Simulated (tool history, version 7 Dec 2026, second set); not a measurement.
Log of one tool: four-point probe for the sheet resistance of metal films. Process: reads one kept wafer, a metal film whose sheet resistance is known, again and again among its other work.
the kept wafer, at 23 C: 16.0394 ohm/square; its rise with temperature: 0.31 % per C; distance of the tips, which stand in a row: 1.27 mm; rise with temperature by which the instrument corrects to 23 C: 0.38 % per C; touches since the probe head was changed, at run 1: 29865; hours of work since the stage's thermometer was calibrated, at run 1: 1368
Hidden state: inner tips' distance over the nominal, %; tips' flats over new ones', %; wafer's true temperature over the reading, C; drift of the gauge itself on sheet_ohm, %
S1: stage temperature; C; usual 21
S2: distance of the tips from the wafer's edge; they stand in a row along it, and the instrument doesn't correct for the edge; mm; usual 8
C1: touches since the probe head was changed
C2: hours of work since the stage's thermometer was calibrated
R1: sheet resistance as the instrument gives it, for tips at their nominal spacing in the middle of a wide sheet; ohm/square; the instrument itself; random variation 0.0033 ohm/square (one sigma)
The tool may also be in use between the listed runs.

run   hour  S1  S2     C1    C2         R1
  1    0.0  21   8  29865  1368  16.352918
  2   33.0  21   8  31329  1390  16.360947
  3   79.6  21   8  33395  1421  16.359700
  4  126.3  21   8  35466  1453  16.365668
     145.5  -- stage's thermometer calibrated
  5  159.4  21   8  36915     9  16.386805
  6  184.8  21   8  38040    26  16.390541
  7  234.3  25   8  40237    60  16.345527
  8  262.4  21  10  41481    79  16.317837
  9  308.2  21   5  43513   109  16.720191
 10  340.4  21   8  44942   131  16.398601
 11  367.6  21   8  46150   149  16.394875
 12  388.4  21   8  47071   163  16.393339
 13  422.9  21   8  48600   187  16.406473
 14  445.3  21  36  49594   202  16.200619
 15  478.0  21  36  51043   224  16.197807
 16  510.9  26   9  52505   246  16.300580
 17  544.3  22  29  53986   268  16.197123
 18  587.0  21  31  55879   297  16.212844
 19  617.1  25  35  57214   317  16.166849
 20  639.2  30  18  58196   332  16.138795
 21  670.8  35  63  59595   353  16.048747
 22  701.5  33  10  60957   374  16.206482
 23  724.6  33   3  61985   390  17.468727
 24  773.7  33   3  64163   423  17.466408
 25  809.0  33   3  65726   446  17.475464
 26  855.8  33   3  67803   478  17.479306
 27  899.0  31   3  69717   507  17.500774
 28  921.3  25   8  70709   522  16.379781

Measured less the same run without the tool's hidden state. The same run-to-run variation is in both; the gauge's scatter may not be:
run         R1
  1  +0.081131
  2  +0.082956
  3  +0.085412
  4  +0.087749
  5  +0.110797
  6  +0.112184
  7  +0.114379
  8  +0.115551
  9  +0.120518
 10  +0.120325
 11  +0.121677
 12  +0.122746
 13  +0.124571
 14  +0.124189
 15  +0.125880
 16  +0.128174
 17  +0.129135
 18  +0.131347
 19  +0.132415
 20  +0.133299
 21  +0.134296
 22  +0.136888
 23  +0.147785
 24  +0.150534
 25  +0.152561
 26  +0.155133
 27  +0.157767
 28  +0.149671
